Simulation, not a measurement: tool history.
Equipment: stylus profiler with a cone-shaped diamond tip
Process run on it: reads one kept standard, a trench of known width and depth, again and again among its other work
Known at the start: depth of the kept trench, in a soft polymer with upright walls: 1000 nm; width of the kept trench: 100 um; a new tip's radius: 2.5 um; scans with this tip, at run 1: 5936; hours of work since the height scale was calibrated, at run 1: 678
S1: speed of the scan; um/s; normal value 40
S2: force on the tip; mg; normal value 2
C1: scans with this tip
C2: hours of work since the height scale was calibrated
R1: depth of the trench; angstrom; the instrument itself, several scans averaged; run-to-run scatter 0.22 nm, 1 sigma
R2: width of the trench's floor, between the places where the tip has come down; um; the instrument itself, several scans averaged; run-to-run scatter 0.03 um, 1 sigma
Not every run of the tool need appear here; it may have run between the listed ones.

run    hour  S1    S2     C1    C2       R1     R2
  1       0  40     2   5936   678  10069.6  95.82
  2      71  40     2   6342   725  10069.3  95.75
  3   108.3  19     2   6555   749  10069.1  95.87
  4   168.1  19     2   6897   788  10067.1  95.91
  5   223.2  19     2   7212   824  10067.1  95.87
  6   256.7  19     2   7404   846  10069.2   95.9
  7   294.9  19     2   7622   871  10074.5  95.89
  8     353  19     2   7954   909  10070.3  95.88
  9   408.4  19     2   8271   945  10068.1  95.89
 10   459.7  40     2   8564   979  10070.7  95.79
 11   514.2  40     2   8876  1014  10070.1  95.79
 12   547.9  40  1.41   9069  1036  10054.4  95.76
 13   583.2  40  1.41   9271  1060  10056.9  95.72
 14   612.4  40  1.41   9438  1079  10054.9  95.75
 15   671.8  40  1.41   9777  1117  10054.2  95.69
 16   704.6  40  1.41   9965  1139  10054.6  95.73
 17   743.1  40     2  10185  1164  10074.4  95.75
 18   805.9  40  2.51  10544  1205  10080.7   95.8
      855.8  -- height scale calibrated on a step standard
 19   868.6  34     2  10900     8  10069.1  95.82
 20   905.5  34     2  11111    33  10072.7   95.8
 21   948.9  13     2  11359    61  10070.8  95.89
 22  1009.3  13     2  11704   100    10069  95.97
 23  1051.7  11  1.15  11947   128  10051.9  95.91
 24  1082.1  99  3.52  12121   148    10103  95.53
 25  1150.4  99  3.52  12511   193  10104.5  95.57
 26  1209.8  99  3.52  12850   231  10108.9   95.6
 27  1263.6  99  3.52  13158   267    10104  95.61
 28  1332.6  99  3.52  13553   312    10099  95.57
 29  1369.8  66  5.58  13765   336  10143.9  95.76
 30  1414.8  30   1.9  14023   365  10066.1  95.79
 31  1449.3  19  2.57  14220   388  10085.3  95.89
 32  1508.6  79  3.08  14559   427  10093.6  95.61
 33  1574.5  17  0.81  14936   470  10034.7  95.81
 34    1630  17  0.81  15253   506  10038.9  95.77
 35  1681.1  18     2  15545   539  10069.7  95.89
 36  1723.4  18     2  15787   567  10072.3  95.86
 37    1776  14  2.34  16088   601    10079  95.93
 38  1846.1  14  0.74  16489   647  10033.9   95.8
 39  1900.2  14  0.74  16799   683  10037.1  95.84
 40  1969.9  84  2.76  17197   728    10090  95.57
 41  2020.2  84  2.76  17484   761  10084.6  95.59
 42  2058.7  40     4  17705   786    10110  95.82
     2100.1  -- new tip fitted, height scale calibrated
 43  2101.5  23  1.62      8     1  10061.6  95.83

Take each entry between the runs: how does the hidden state at the last listed run before it differ from the hidden state at the first listed run after it?
Between runs 18 and 19: height scale calibrated on a step standard (hour 855.8)
  height scale over the true one, %: -0.008 -> 0.001
  measured value less the no-hidden-state value, R2: -0.02 -> -0.02 um
Between runs 42 and 43: new tip fitted, height scale calibrated (hour 2100.1)
  radius of the tip, um: 2.53 -> 2.5; height scale over the true one, %: -0.005 -> 0.001
  measured value less the no-hidden-state value, R2: -0.03 -> +0 um

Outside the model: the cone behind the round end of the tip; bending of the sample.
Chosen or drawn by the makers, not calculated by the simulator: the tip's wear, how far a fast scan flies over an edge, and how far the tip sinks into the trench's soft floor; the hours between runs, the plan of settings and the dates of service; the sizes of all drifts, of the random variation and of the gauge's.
